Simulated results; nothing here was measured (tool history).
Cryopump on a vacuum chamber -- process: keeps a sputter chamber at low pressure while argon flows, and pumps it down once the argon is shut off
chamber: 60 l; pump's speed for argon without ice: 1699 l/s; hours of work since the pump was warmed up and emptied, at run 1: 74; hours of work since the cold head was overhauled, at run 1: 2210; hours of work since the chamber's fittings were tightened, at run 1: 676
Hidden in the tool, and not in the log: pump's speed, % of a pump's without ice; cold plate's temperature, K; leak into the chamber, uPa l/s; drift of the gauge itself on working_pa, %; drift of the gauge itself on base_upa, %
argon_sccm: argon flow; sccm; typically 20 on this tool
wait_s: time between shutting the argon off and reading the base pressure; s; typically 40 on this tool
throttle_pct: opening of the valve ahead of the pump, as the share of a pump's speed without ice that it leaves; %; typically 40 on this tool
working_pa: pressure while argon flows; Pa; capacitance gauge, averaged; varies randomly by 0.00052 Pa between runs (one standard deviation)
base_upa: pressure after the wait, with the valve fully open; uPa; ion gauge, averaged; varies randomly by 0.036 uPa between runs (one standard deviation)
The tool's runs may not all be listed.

run     day  argon_sccm  wait_s  throttle_pct  hours of work since the pump was warmed up and emptied  hours of work since the cold head was overhauled  hours of work since the chamber's fittings were tightened  working_pa  base_upa
  1       0          20      40            40                                                      74                                              2210                                                        676      0.0508      2.76
  2   3.342          20      40            40                                                     144                                              2280                                                        746      0.0511       2.9
  3   5.233          15      40            40                                                     183                                              2320                                                        785      0.0381      2.94
  4   6.917          15      67            40                                                     219                                              2355                                                        821      0.0388       2.3
  5   8.683          15      67            40                                                     256                                              2392                                                        858       0.037      2.37
  6  11.012          15     155            40                                                     304                                              2441                                                        906      0.0392      1.82
  7  13.717          20      40            40                                                     361                                              2497                                                        963      0.0519      3.19
  8  15.933          25      40            40                                                     407                                              2544                                                       1010      0.0638      3.25
  9    19.4          25      40            56                                                     480                                              2616                                                       1082      0.0476       3.4
 10  22.771          25      89            56                                                     551                                              2687                                                       1153      0.0479      2.49
 11  25.138          25      89            56                                                     600                                              2736                                                       1202      0.0477      2.59
 12  28.892          25      89            56                                                     679                                              2815                                                       1281      0.0473      2.66
 13  31.988          25      89            22                                                     743                                              2880                                                       1346      0.1177      2.85
 14  35.746          15     299            28                                                     822                                              2958                                                       1424      0.0549      2.39
 15  37.583          10     117            18                                                     861                                              2997                                                       1463      0.0574      2.83
 16  39.871          10     117            18                                                     908                                              3045                                                       1511      0.0572      2.92
 17  41.796          10     117            39                                                     949                                              3085                                                       1551      0.0281      3.06
     43.838  -- pump warmed up, emptied and cooled again
 18  44.671          22     188            22                                                      17                                              3141                                                       1607      0.1004      2.35
 19  48.379          22     188            22                                                      95                                              3219                                                       1684         0.1      2.54
 20  50.708          22     188            22                                                     144                                              3267                                                       1733      0.1009      2.59

For run 21, what comes out?
 21  54.15          27     112            21                                                     216                                              3339                                                       1805           ?         ?

{"run 21": {"working_pa": 0.1297, "base_upa": 3.02}}
Were there no unlogged condition in the tool, this run, its random variation unchanged, would have produced working_pa 0.1279 Pa, base_upa 0.78 uPa.
